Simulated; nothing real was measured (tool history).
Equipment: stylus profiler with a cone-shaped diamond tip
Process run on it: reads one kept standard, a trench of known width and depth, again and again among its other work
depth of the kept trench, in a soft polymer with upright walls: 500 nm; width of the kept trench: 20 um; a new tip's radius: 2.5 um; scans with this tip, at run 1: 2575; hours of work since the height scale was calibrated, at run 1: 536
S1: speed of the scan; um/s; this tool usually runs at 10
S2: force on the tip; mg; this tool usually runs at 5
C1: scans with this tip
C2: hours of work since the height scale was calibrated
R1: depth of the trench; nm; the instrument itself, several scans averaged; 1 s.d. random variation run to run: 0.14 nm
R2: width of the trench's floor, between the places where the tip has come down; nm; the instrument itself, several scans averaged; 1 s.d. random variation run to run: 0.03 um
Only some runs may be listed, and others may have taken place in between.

run	hour	S1	S2	C1	C2	R1	R2
1	0	10	5	2575	536	504.47	16980
2	17.4	10	5	2634	548	504.79	16940
3	38.7	10	5	2705	563	504.6	16920
4	55	10	5	2761	575	504.36	16910
5	80.7	10	5	2847	593	504.77	16940
6	93.1	10	5	2889	602	504.32	16990
7	105.8	10	3.86	2932	611	503.74	16960
8	126.6	31	5	3002	625	504.34	16850
9	139.6	31	5	3046	634	504.44	16810
10	153.9	31	5	3095	644	504.55	16850
11	172.5	31	5	3158	658	504.74	16860
12	183.3	31	5	3194	665	504.58	16850
13	199.6	5	5	3249	677	504.33	16940
14	222.6	5	5	3327	693	504.61	16950
15	236.8	5	5	3375	703	504.64	16960
16	261.9	5	5	3460	720	504.45	16980
17	287.1	5	5	3545	738	504.56	16980
18	312.4	5	5	3630	756	504.61	16960
19	338.8	5	5	3720	775	504.6	16980
20	359.7	13	9.32	3790	789	506.91	16950
21	383.7	13	9.32	3872	806	506.81	16920
22	405.1	13	9.32	3944	821	506.9	16990
23	430.4	3	8.14	4029	839	506.09	16970
24	454	9	2.99	4109	856	503.26	16950
25	479.1	18	3.78	4194	873	503.81	16870
26	501.9	19	7.31	4271	889	505.8	16920
27	516.6	19	7.31	4321	900	505.87	16900
28	528.4	19	11.77	4361	908	507.87	16850
29	544.8	31	13.83	4416	920	509.13	16870
30	557.6	35	1.97	4459	929	502.72	16720
31	570.7	35	1.97	4503	938	502.32	16730
32	594.5	29	13.9	4584	955	509.22	16910
33	608.6	29	13.9	4632	965	509	16890
34	634	2	13.9	4717	982	509.16	17000
35	647.8	3	13.25	4764	992	508.75	16960
36	658.8	32	1.68	4801	1000	502.61	16740
37	669.6	32	1.68	4838	1007	502.11	16760
38	688.4	34	5	4901	1021	504.73	16890

Forecast each of these 4 alternatives for the next run:
A	708.2	2	5	4968	1035	?	?
B	708.2	10	3.83	4968	1035	?	?
C	708.2	3	4.21	4968	1035	?	?
D	708.2	2	5	4968	1035	?	?

run	R1	R2
A	504.61	16960
B	503.97	16920
C	504.15	16950
D	504.36	17020
What these runs would have given with no unlogged condition in the tool:
run	R1	R2
A	504.58	16980
B	503.95	16930
C	504.13	16970
D	504.34	17030
